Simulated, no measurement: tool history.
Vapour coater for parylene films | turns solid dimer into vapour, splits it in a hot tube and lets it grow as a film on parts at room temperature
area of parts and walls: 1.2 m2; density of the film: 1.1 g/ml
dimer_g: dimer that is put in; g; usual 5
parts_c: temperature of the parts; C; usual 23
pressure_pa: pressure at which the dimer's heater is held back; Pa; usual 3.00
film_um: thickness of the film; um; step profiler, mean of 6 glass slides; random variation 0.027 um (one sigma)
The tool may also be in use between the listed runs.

Run 1, hour 0.0: usual settings. Result: film_um 1.98 um.
Run 2, hour 8.4: usual settings. Result: film_um 1.96 um.
Run 3, hour 17.6: usual settings. Result: film_um 1.94 um.
Run 4, hour 32.7: usual settings. Result: film_um 1.96 um.
Run 5, hour 39.7: usual settings. Result: film_um 1.97 um.
Run 6, hour 50.5: usual settings. Result: film_um 1.92 um.
At hour 52.5: table's thermometer calibrated.
Run 7, hour 63.4: usual settings. Result: film_um 1.95 um.
At hour 76.6: trap's valve overhauled.
Run 8, hour 77.8: usual settings. Result: film_um 2.30 um.
Run 9, hour 90.3: usual settings but pressure_pa 11.21 Pa. Result: film_um 1.94 um.
At hour 95.7: table's thermometer calibrated, once more.
Run 10, hour 103.1: usual settings but pressure_pa 11.21 Pa. Result: film_um 1.92 um.
Run 11, hour 111.2: usual settings but pressure_pa 11.21 Pa. Result: film_um 1.94 um.
Run 12, hour 126.7: usual settings but pressure_pa 11.21 Pa. Result: film_um 2.01 um.
Run 13, hour 139.0: usual settings but dimer_g 9 g, parts_c 28 C, pressure_pa 9.32 Pa. Result: film_um 3.30 um.
Run 14, hour 155.3: usual settings but dimer_g 9 g, parts_c 31 C, pressure_pa 9.32 Pa. Result: film_um 3.10 um.
Run 15, hour 170.8: usual settings but dimer_g 6 g. Result: film_um 2.71 um.
Run 16, hour 184.1: usual settings but dimer_g 3 g, parts_c 17 C. Result: film_um 1.48 um.
Run 17, hour 196.4: usual settings but dimer_g 4 g, parts_c 26 C, pressure_pa 2.01 Pa. Result: film_um 1.79 um.
Run 18, hour 208.2: usual settings but dimer_g 8 g, parts_c 31 C. Result: film_um 3.17 um.
Run 19, hour 220.5: usual settings but dimer_g 8 g, parts_c 29 C. Result: film_um 3.27 um.
Run 20, hour 234.9: usual settings but dimer_g 8 g, parts_c 35 C, pressure_pa 2.35 Pa. Result: film_um 3.04 um.
Run 21, hour 246.2: usual settings but dimer_g 8 g, parts_c 35 C, pressure_pa 2.35 Pa. Result: film_um 3.03 um.
Run 22, hour 262.5: usual settings but dimer_g 3 g, pressure_pa 11.25 Pa. Result: film_um 1.15 um.

Measured less the same run without the tool's hidden state. The same run-to-run variation is in both; the gauge's scatter may not be:
The hidden state here: vapour lost through the trap's worn valve, %; true temperature of the parts over the reading, C; drift of the gauge itself on film_um, %.
run  film_um
  1    -0.30
  2    -0.31
  3    -0.31
  4    -0.31
  5    -0.32
  6    -0.32
  7    -0.32
  8    +0.00
  9    -0.01
 10    -0.01
 11    -0.02
 12    -0.02
 13    -0.03
 14    -0.04
 15    -0.03
 16    -0.02
 17    -0.03
 18    -0.06
 19    -0.06
 20    -0.07
 21    -0.07
 22    -0.03
